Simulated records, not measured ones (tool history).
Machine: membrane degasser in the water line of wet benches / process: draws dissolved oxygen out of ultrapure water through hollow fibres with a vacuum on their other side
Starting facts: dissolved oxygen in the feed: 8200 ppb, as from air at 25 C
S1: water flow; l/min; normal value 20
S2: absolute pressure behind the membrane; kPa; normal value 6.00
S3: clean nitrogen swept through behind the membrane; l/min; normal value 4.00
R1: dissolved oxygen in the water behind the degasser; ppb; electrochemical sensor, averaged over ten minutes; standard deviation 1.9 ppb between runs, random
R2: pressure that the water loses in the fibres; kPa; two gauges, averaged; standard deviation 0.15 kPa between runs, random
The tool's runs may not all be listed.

run     day  S1     S2     S3     R1     R2
  1   0.000  20   6.00   4.00  194.5  59.37
  2   1.829  20   6.00   4.00  190.8  59.09
  3   4.558  20   6.00   4.00  189.4  59.57
  4   7.012  19   6.00   4.00  172.0  56.54
  5   9.238  20   6.00   4.00  193.2  59.71
  6  11.392  20   6.00   4.00  190.3  59.28
  7  14.917  20   6.00   4.00  190.8  59.66
  8  16.675  20   6.00   4.00  189.2  59.59
  9  18.671  15   6.00   4.00  101.0  44.54
 10  21.933  15   6.00   4.00   99.4  44.80
 11  24.846  15   6.00   4.00   98.7  44.78
 12  28.450  20   7.66   4.00  210.8  59.64
 13  31.008  20   7.66   4.00  213.2  59.54
 14  34.800  20   7.66   4.00  210.4  59.23
 15  36.388  20   6.00   4.00  189.7  59.68
 16  39.117  20   6.00   4.00  190.8  59.50
 17  40.912  20   6.60   4.00  199.0  59.66
 18  43.662  31   6.60  10.11  422.4  92.36
 19  47.454  31   6.60  10.11  425.7  92.52
 20  50.104  31   9.42  10.11  449.4  92.35
 21  51.750  31   9.42  10.11  436.9  92.34
 22  54.079  31   9.42  10.11  443.1  92.26
 23  57.188  16  13.00   8.87  133.5  47.80
 24  61.012  16  13.00   8.87  131.0  47.64
 25  64.504  16  13.00   8.87  131.7  47.47
 26  67.988  18   9.11  10.43  147.0  53.54
 27  71.271  18   9.11   2.27  230.9  53.31
 28  73.671  30   4.26   2.37  411.7  89.58
 29  76.000  30  10.90  10.09  423.5  89.13
 30  78.954  17   6.00   2.18  156.4  50.87
 31  82.212  20  10.43   9.38  195.6  59.60
 32  84.750  24  13.67   4.00  386.9  71.57

Put back what was entered between runs (2 entries, withheld): which listed runs does each sit between, and how does the hidden state differ from the listed run before to the listed run after?
Logged between run 17 and run 18: vacuum gauge calibrated (day 41.567); seals of the vacuum lines changed (day 42.804)
  true pressure behind the membrane over the reading, kPa: 0.01 -> 0; air that leaks in behind the membrane, l/min: 0.0022 -> 0.002
